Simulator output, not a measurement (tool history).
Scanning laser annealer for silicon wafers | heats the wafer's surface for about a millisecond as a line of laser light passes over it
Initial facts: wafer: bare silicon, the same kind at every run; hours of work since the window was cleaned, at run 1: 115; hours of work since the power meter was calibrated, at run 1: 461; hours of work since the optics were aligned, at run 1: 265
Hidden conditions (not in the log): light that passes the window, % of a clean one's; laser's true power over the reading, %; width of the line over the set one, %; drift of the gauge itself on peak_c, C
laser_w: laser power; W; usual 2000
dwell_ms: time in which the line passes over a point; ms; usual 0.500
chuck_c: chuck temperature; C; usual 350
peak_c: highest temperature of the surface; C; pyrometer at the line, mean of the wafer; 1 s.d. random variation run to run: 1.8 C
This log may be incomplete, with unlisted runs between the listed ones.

| run | hour | laser_w | dwell_ms | chuck_c | hours of work since the window was cleaned | hours of work since the power meter was calibrated | hours of work since the optics were aligned | peak_c |
|---|---|---|---|---|---|---|---|---|
| 1 | 0.0 | 2000 | 0.500 | 350 | 115 | 461 | 265 | 1060 |
| 2 | 12.5 | 2000 | 0.500 | 350 | 122 | 468 | 272 | 1059 |
| 3 | 25.7 | 2000 | 0.500 | 350 | 128 | 475 | 279 | 1062 |
| 4 | 42.8 | 1777 | 0.500 | 350 | 137 | 484 | 288 | 960 |
| 5 | 57.1 | 1777 | 0.500 | 350 | 145 | 491 | 295 | 959 |
| 6 | 70.1 | 2000 | 0.500 | 350 | 152 | 498 | 302 | 1062 |
| 7 | 81.1 | 2000 | 0.500 | 350 | 157 | 504 | 308 | 1063 |
| 8 | 91.0 | 2064 | 0.500 | 350 | 162 | 509 | 313 | 1087 |
| 9 | 101.3 | 1947 | 0.402 | 334 | 168 | 514 | 318 | 947 |
| 10 | 117.3 | 1827 | 0.388 | 375 | 176 | 522 | 326 | 931 |
| 11 | 138.4 | 2000 | 0.500 | 319 | 187 | 533 | 337 | 1030 |
| 12 | 150.1 | 2000 | 0.500 | 374 | 193 | 540 | 344 | 1082 |
| 13 | 167.6 | 2000 | 0.544 | 323 | 202 | 549 | 353 | 1063 |
| 14 | 181.5 | 1938 | 0.500 | 319 | 209 | 556 | 360 | 997 |

Run 15 has not been measured yet. What should we expect?
| 15 | 197.1 | 2000 | 0.567 | 338 | 218 | 564 | 368 | ? |

peak_c: 1093 C
If the tool had no hidden condition, the same run with the same run-to-run variation would have returned peak_c 1111 C.
